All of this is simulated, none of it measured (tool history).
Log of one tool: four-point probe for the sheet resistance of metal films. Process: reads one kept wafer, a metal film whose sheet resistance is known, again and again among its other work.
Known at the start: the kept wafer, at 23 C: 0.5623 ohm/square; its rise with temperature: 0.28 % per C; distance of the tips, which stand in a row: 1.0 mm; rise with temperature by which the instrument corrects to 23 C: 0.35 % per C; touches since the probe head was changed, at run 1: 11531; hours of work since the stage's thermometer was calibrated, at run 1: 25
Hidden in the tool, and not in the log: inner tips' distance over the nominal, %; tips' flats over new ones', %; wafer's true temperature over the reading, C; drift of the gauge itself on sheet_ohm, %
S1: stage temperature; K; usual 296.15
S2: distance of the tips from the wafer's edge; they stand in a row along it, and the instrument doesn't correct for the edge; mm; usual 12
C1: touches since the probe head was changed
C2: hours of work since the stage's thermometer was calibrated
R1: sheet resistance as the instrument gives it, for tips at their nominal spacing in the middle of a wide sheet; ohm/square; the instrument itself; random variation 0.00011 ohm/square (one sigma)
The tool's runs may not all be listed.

run   hour      S1  S2     C1   C2        R1
  1      0  296.15  12  11531   25  0.564564
  2      8  296.15   9  11968   30  0.566067
  3   19.6  297.15  12  12598   37  0.564406
  4   32.1  297.15  12  13280   45  0.564244
  5   42.4  297.15  12  13842   51   0.56431
  6   56.9  297.15  12  14629   60  0.564351
  7   65.5  297.15  12  15098   65  0.564303
  8     75  297.15  12  15613   71  0.564395
  9   89.8  297.15  12  16419   80  0.564429
 10   99.4  296.15  19  16943   86  0.563576
 11  112.7  296.15  19  17666   94  0.563662
 12  122.7  296.15  12  18211  100  0.564892
 13  133.8  296.15  37  18814  107  0.562996
 14  148.9  296.15  37  19637  117  0.563107
 15  164.1  298.15  37  20467  126   0.56247
 16  179.9  298.15  44  21326  136  0.562239
 17  190.6  295.15  44  21907  142  0.563378
 18  201.8  297.15  44  22521  149  0.562895
 19  211.9  297.15  44  23070  156  0.562915
 20  226.7  296.15   8  23877  165  0.567991
 21  235.9  296.15   8  24374  170  0.567768
 22  251.6  296.15   8  25231  180  0.567711
 23  263.5  296.15  12  25879  188  0.565283
 24  275.9  291.15   3  26554  195   0.59666
 25  290.7  298.15  54  27359  204  0.562613
 26    299  296.15   5  27809  210  0.575205
 27  305.6  307.15  52  28169  214  0.559622
 28  312.7  307.15  52  28558  218  0.559652
 29  328.2  307.15  52  29401  228  0.559637
 30  342.1  307.15  52  30160  236  0.559676
 31  353.3  296.15  42  30769  243  0.563498
 32  361.2  295.15  11  31196  248  0.566287
 33  371.7  298.15   4  31767  254  0.580967
 34    384  308.15  13  32440  262  0.561238
 35  392.7  308.15  13  32915  268  0.561193
 36  402.5  308.15  62  33448  274  0.559457
 37  411.2  308.15  62  33920  279  0.559769
 38  422.2  308.15  62  34521  286  0.559555
 39    431  297.15  54  34997  291  0.563392
 40  443.5  296.15  10  35677  299  0.566747
 41  459.4  307.15   9  36543  309  0.563708
 42    474  306.15  10  37342  318  0.563251
 43  489.6  297.15  18  38189  327  0.564445
 44  501.3  297.15  18  38828  335  0.564595
 45  516.5  302.15  18  39654  344  0.562791

Forecast each of these 4 alternatives for the next run:
  A  530.4  296.15  56  40412  353   ?
  B  530.4  297.15   9  40412  353   ?
  C  530.4  299.15  54  40412  353   ?
  D  530.4  294.15  18  40412  353   ?

run        R1
  A  0.564117
  B  0.567172
  C  0.563065
  D  0.565811
Without the tool's hidden state the same runs would have given:
run        R1
  A  0.562391
  B  0.565438
  C  0.561344
  D  0.564079
